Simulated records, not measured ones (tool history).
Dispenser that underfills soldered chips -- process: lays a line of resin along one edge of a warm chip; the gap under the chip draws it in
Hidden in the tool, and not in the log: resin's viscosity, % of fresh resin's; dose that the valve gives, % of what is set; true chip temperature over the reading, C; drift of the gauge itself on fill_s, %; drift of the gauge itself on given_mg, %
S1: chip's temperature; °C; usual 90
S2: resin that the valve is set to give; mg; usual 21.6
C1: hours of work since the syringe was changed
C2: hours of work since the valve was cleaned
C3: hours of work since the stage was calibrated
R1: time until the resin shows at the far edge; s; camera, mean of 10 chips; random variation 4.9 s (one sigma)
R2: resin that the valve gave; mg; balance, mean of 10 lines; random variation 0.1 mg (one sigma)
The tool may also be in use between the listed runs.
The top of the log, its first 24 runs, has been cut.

| run | hour | S1 | S2 | C1 | C2 | C3 | R1 | R2 |
|---|---|---|---|---|---|---|---|---|
| 25 | 168.8 | 77 | 22 | 5 | 12 | 284 | 1352.7 | 21.65 |
|  | 170.7 | new syringe of resin |
| 26 | 177.4 | 77 | 22 | 5 | 17 | 290 | 1402 | 21.98 |
|  | 179.1 | new syringe of resin |
| 27 | 185.9 | 77 | 22 | 5 | 23 | 296 | 1370.1 | 21.55 |
|  | 187.9 | new syringe of resin |
| 28 | 191.4 | 78 | 24.3 | 3 | 27 | 300 | 1125.1 | 23.81 |
|  | 196.4 | new syringe of resin |
| 29 | 198.5 | 78 | 24.3 | 2 | 32 | 304 | 1030.7 | 23.75 |
| 30 | 202.5 | 98 | 19.9 | 4 | 35 | 307 | 493.4 | 19.44 |
|  | 205.2 | new syringe of resin |
| 31 | 208.7 | 86 | 20.5 | 3 | 39 | 312 | 750 | 19.85 |
|  | 213.5 | new syringe of resin |
| 32 | 214.5 | 86 | 20.5 | 1 | 43 | 316 | 664.6 | 19.81 |

Run 33 comes next. What will it give?
|  | 222.2 | new syringe of resin |
| 33 | 222.6 | 78 | 21.1 | 0 | 49 | 321 | ? | ? |

Logged for run 33: R1 958.6 s, R2 20.33 mg.
With the hidden condition absent and the run-to-run variation left alone, this run would have shown R1 890.8 s, R2 21.05 mg.

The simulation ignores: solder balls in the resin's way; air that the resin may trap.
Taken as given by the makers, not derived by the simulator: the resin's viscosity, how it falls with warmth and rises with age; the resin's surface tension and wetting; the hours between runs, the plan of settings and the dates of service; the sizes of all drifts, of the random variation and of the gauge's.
